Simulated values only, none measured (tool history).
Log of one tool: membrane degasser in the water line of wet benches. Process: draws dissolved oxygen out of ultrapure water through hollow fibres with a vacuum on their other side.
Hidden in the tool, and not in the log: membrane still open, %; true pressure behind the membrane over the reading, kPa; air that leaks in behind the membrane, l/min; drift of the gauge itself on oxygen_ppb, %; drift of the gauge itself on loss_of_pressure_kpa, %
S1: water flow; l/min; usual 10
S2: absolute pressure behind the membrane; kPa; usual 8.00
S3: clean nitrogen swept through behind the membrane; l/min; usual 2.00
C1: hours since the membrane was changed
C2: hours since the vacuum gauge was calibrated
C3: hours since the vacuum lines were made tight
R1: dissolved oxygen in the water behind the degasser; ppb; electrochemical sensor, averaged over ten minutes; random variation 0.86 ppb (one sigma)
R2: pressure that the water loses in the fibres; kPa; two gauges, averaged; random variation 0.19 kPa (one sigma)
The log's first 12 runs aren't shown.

{"run": 13, "day": 33.271, "S1": 11, "S2": 8.0, "S3": 1.62, "C1": 4241, "C2": 4491, "C3": 372, "R1": 121.3, "R2": 40.2}
{"run": 14, "day": 35.283, "S1": 7, "S2": 8.0, "S3": 2.0, "C1": 4289, "C2": 4540, "C3": 420, "R1": 46.6, "R2": 25.37}
{"run": 15, "day": 37.025, "S1": 10, "S2": 8.0, "S3": 2.0, "C1": 4331, "C2": 4581, "C3": 462, "R1": 86.0, "R2": 36.85}
{"run": 16, "day": 40.638, "S1": 10, "S2": 8.0, "S3": 2.0, "C1": 4418, "C2": 4668, "C3": 549, "R1": 88.2, "R2": 36.96}
{"run": 17, "day": 44.412, "S1": 7, "S2": 8.0, "S3": 4.64, "C1": 4508, "C2": 4759, "C3": 639, "R1": 22.8, "R2": 26.02}
{"run": 18, "day": 46.367, "S1": 10, "S2": 8.86, "S3": 0.86, "C1": 4555, "C2": 4806, "C3": 686, "R1": 183.8, "R2": 36.96}
{"run": 19, "day": 47.967, "S1": 10, "S2": 14.44, "S3": 1.36, "C1": 4594, "C2": 4844, "C3": 725, "R1": 225.6, "R2": 36.57}
{"run": 20, "day": 49.833, "S1": 10, "S2": 14.44, "S3": 1.36, "C1": 4638, "C2": 4889, "C3": 770, "R1": 225.9, "R2": 36.94}
{"run": 21, "day": 52.712, "S1": 7, "S2": 8.0, "S3": 1.84, "C1": 4708, "C2": 4958, "C3": 839, "R1": 50.7, "R2": 25.81}
{"run": 22, "day": 54.6, "S1": 8, "S2": 11.18, "S3": 1.53, "C1": 4753, "C2": 5003, "C3": 884, "R1": 113.3, "R2": 29.36}
{"run": 23, "day": 57.262, "S1": 13, "S2": 9.19, "S3": 1.9, "C1": 4817, "C2": 5067, "C3": 948, "R1": 182.5, "R2": 48.0}
{"run": 24, "day": 60.004, "S1": 13, "S2": 9.19, "S3": 1.9, "C1": 4883, "C2": 5133, "C3": 1014, "R1": 180.4, "R2": 47.78}
{"run": 25, "day": 62.875, "S1": 13, "S2": 9.59, "S3": 5.12, "C1": 4951, "C2": 5202, "C3": 1083, "R1": 119.5, "R2": 48.1}
{"run": 26, "day": 65.033, "S1": 13, "S2": 9.59, "S3": 5.12, "C1": 5003, "C2": 5254, "C3": 1134, "R1": 118.8, "R2": 47.65}
{"run": 27, "day": 67.267, "S1": 10, "S2": 8.0, "S3": 3.43, "C1": 5057, "C2": 5307, "C3": 1188, "R1": 63.6, "R2": 36.84}
{"run": 28, "day": 70.542, "S1": 10, "S2": 8.0, "S3": 0.88, "C1": 5135, "C2": 5386, "C3": 1267, "R1": 159.5, "R2": 36.73}
{"run": 29, "day": 72.088, "S1": 8, "S2": 8.0, "S3": 0.99, "C1": 5173, "C2": 5423, "C3": 1304, "R1": 109.1, "R2": 29.59}
{"run": 30, "day": 74.588, "S1": 8, "S2": 8.0, "S3": 2.68, "C1": 5233, "C2": 5483, "C3": 1364, "R1": 46.2, "R2": 29.43}
{"run": 31, "day": 77.954, "S1": 8, "S2": 8.0, "S3": 2.68, "C1": 5313, "C2": 5564, "C3": 1445, "R1": 47.0, "R2": 29.58}

3 ways to go on from here, each from the tool as it stands after run 31. What would each give?
{"run": "A", "day": 79.746, "S1": 11, "S2": 8.0, "S3": 2.68, "C1": 5356, "C2": 5607, "C3": 1488, "R1": "?", "R2": "?"}
{"run": "B", "day": 79.746, "S1": 16, "S2": 8.0, "S3": 3.04, "C1": 5356, "C2": 5607, "C3": 1488, "R1": "?", "R2": "?"}
{"run": "C", "day": 79.746, "S1": 8, "S2": 8.0, "S3": 2.94, "C1": 5356, "C2": 5607, "C3": 1488, "R1": "?", "R2": "?"}

run=A R1=91.6 R2=40.81
run=B R1=220.3 R2=58.94
run=C R1=43.5 R2=29.82
Without the tool's hidden state the same runs would have given:
run=A R1=83.7 R2=39.98
run=B R1=203.7 R2=57.74
run=C R1=39.7 R2=29.22
